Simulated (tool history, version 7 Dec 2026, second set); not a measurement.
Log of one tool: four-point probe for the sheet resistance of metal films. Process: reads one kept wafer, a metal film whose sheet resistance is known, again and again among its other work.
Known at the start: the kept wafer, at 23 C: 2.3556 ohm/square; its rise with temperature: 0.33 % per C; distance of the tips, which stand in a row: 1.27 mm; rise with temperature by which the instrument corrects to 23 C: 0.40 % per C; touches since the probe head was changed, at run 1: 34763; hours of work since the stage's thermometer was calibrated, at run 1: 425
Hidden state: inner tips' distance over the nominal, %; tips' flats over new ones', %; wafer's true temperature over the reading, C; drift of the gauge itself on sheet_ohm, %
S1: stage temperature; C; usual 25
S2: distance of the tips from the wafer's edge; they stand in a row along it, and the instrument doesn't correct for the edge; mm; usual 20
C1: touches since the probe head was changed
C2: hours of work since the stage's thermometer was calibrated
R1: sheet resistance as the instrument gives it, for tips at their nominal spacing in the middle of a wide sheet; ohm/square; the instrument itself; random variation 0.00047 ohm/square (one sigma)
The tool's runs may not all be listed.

run 1 hour=0 | S1=25 S2=20 | C1=34763 C2=425 | R1=2.370746
run 2 hour=17.9 | S1=25 S2=20 | C1=35871 C2=438 | R1=2.371471
run 3 hour=49.3 | S1=25 S2=20 | C1=37823 C2=462 | R1=2.371739
run 4 hour=69.7 | S1=25 S2=20 | C1=39090 C2=478 | R1=2.371924
run 5 hour=98.9 | S1=25 S2=20 | C1=40901 C2=500 | R1=2.37273
run 6 hour=129.6 | S1=25 S2=43 | C1=42808 C2=523 | R1=2.367704
run 7 hour=161.7 | S1=25 S2=20 | C1=44800 C2=547 | R1=2.37247
run 8 hour=189.1 | S1=18 S2=20 | C1=46504 C2=568 | R1=2.383836
run 9 hour=221.1 | S1=18 S2=20 | C1=48487 C2=593 | R1=2.383563
run 10 hour=238.4 | S1=18 S2=20 | C1=49561 C2=606 | R1=2.384007
run 11 hour=254 | S1=21 S2=49 | C1=50530 C2=617 | R1=2.375115
run 12 hour=287.8 | S1=25 S2=49 | C1=52630 C2=643 | R1=2.369537
run 13 hour=311.8 | S1=25 S2=13 | C1=54120 C2=661 | R1=2.380234
run 14 hour=332.2 | S1=25 S2=13 | C1=55387 C2=677 | R1=2.380922
run 15 hour=363.3 | S1=21 S2=13 | C1=57316 C2=700 | R1=2.385864
run 16 hour=395.2 | S1=27 S2=55 | C1=59298 C2=725 | R1=2.36698
run 17 hour=421.1 | S1=27 S2=55 | C1=60904 C2=744 | R1=2.368259
run 18 hour=437.8 | S1=22 S2=64 | C1=61943 C2=757 | R1=2.374953

5 ways to go on from here, each from the tool as it stands after run 18. What would each give?
run A hour=468.3 | S1=31 S2=64 | C1=63836 C2=780 | R1=?
run B hour=468.3 | S1=34 S2=7 | C1=63836 C2=780 | R1=?
run C hour=468.3 | S1=31 S2=11 | C1=63836 C2=780 | R1=?
run D hour=468.3 | S1=32 S2=64 | C1=63836 C2=780 | R1=?
run E hour=468.3 | S1=20 S2=6 | C1=63836 C2=780 | R1=?

run=A R1=2.36137
run=B R1=2.398152
run=C R1=2.378099
run=D R1=2.36015
run=E R1=2.432878
Without the tool's hidden state the same runs would have given:
run=A R1=2.344401
run=B R1=2.380925
run=C R1=2.36102
run=D R1=2.343183
run=E R1=2.415512
